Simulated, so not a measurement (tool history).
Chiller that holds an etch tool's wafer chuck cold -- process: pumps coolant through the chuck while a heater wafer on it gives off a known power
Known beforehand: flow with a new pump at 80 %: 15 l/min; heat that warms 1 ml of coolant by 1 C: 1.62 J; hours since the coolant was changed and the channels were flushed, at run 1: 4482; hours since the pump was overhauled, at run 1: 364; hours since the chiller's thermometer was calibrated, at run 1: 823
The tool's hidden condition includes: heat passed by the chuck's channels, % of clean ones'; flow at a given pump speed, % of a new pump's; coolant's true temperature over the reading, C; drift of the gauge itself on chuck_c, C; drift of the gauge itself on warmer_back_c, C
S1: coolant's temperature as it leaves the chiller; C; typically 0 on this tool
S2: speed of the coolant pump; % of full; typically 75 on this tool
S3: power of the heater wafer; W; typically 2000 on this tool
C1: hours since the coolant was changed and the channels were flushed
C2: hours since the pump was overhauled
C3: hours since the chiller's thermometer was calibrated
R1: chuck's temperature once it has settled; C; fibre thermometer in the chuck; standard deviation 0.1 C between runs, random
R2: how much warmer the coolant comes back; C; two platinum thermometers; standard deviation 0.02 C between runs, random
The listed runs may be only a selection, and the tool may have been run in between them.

run 1 hour=0 | S1=0 S2=75 S3=2000 | C1=4482 C2=364 C3=823 | R1=14.8 R2=5.3
run 2 hour=20.9 | S1=-2 S2=75 S3=2000 | C1=4503 C2=385 C3=844 | R1=12.9 R2=5.3
run 3 hour=39 | S1=-2 S2=90 S3=2000 | C1=4521 C2=403 C3=862 | R1=10.8 R2=4.42
run 4 hour=55.9 | S1=-2 S2=90 S3=2000 | C1=4538 C2=420 C3=879 | R1=10.7 R2=4.4
run 5 hour=86.5 | S1=-2 S2=90 S3=2000 | C1=4568 C2=450 C3=910 | R1=10.9 R2=4.41
run 6 hour=125.6 | S1=-2 S2=90 S3=2000 | C1=4607 C2=490 C3=949 | R1=10.8 R2=4.39
run 7 hour=145 | S1=-2 S2=90 S3=2000 | C1=4627 C2=509 C3=968 | R1=10.9 R2=4.4
run 8 hour=186.3 | S1=-2 S2=90 S3=2000 | C1=4668 C2=550 C3=1010 | R1=10.9 R2=4.42
run 9 hour=216.8 | S1=-2 S2=90 S3=1322 | C1=4699 C2=581 C3=1040 | R1=6.5 R2=2.93
run 10 hour=254.8 | S1=-2 S2=90 S3=1322 | C1=4737 C2=619 C3=1078 | R1=6.3 R2=2.94
run 11 hour=285.7 | S1=-2 S2=90 S3=1322 | C1=4767 C2=650 C3=1109 | R1=6.4 R2=2.95
run 12 hour=319.3 | S1=-2 S2=90 S3=1322 | C1=4801 C2=683 C3=1143 | R1=6.4 R2=2.92
run 13 hour=348.6 | S1=-2 S2=90 S3=1322 | C1=4830 C2=712 C3=1172 | R1=6.5 R2=2.9
run 14 hour=366.5 | S1=-2 S2=90 S3=1322 | C1=4848 C2=730 C3=1190 | R1=6.4 R2=2.9
run 15 hour=402.4 | S1=9 S2=84 S3=1941 | C1=4884 C2=766 C3=1226 | R1=22.3 R2=4.61
run 16 hour=440.1 | S1=9 S2=84 S3=1941 | C1=4922 C2=804 C3=1264 | R1=22.2 R2=4.61
run 17 hour=465.7 | S1=9 S2=84 S3=1941 | C1=4947 C2=830 C3=1289 | R1=22.2 R2=4.64
run 18 hour=483.1 | S1=-6 S2=75 S3=2022 | C1=4965 C2=847 C3=1306 | R1=9 R2=5.36
run 19 hour=514.6 | S1=-6 S2=75 S3=1036 | C1=4996 C2=878 C3=1338 | R1=1.6 R2=2.72
run 20 hour=537.8 | S1=1 S2=75 S3=1057 | C1=5020 C2=902 C3=1361 | R1=8.7 R2=2.8
run 21 hour=571.6 | S1=1 S2=75 S3=1057 | C1=5053 C2=936 C3=1395 | R1=8.7 R2=2.81
run 22 hour=612.9 | S1=-7 S2=61 S3=1806 | C1=5095 C2=977 C3=1436 | R1=9.1 R2=5.86
run 23 hour=631.7 | S1=5 S2=91 S3=1806 | C1=5114 C2=996 C3=1455 | R1=16.5 R2=3.98
run 24 hour=668.6 | S1=-6 S2=68 S3=1620 | C1=5150 C2=1032 C3=1492 | R1=7.3 R2=4.74
run 25 hour=699.7 | S1=-3 S2=70 S3=2315 | C1=5182 C2=1064 C3=1523 | R1=15.3 R2=6.62
run 26 hour=731.1 | S1=-3 S2=70 S3=2315 | C1=5213 C2=1095 C3=1554 | R1=15.5 R2=6.59
run 27 hour=756.1 | S1=-3 S2=70 S3=2315 | C1=5238 C2=1120 C3=1580 | R1=15.4 R2=6.59
run 28 hour=791.2 | S1=-9 S2=70 S3=1599 | C1=5273 C2=1155 C3=1615 | R1=3.9 R2=4.55

Forecast each of these 4 alternatives for the next run:
run A hour=817.6 | S1=5 S2=85 S3=2881 | C1=5299 C2=1181 C3=1641 | R1=? R2=?
run B hour=817.6 | S1=2 S2=61 S3=1647 | C1=5299 C2=1181 C3=1641 | R1=? R2=?
run C hour=817.6 | S1=-4 S2=90 S3=2357 | C1=5299 C2=1181 C3=1641 | R1=? R2=?
run D hour=817.6 | S1=-9 S2=70 S3=2133 | C1=5299 C2=1181 C3=1641 | R1=? R2=?

run=A R1=24.7 R2=6.76
run=B R1=16.6 R2=5.4
run=C R1=11.3 R2=5.26
run=D R1=8.1 R2=6.09
Without the tool's hidden state the same runs would have given:
run=A R1=22.9 R2=6.68
run=B R1=15.3 R2=5.33
run=C R1=10 R2=5.19
run=D R1=6.6 R2=6.02
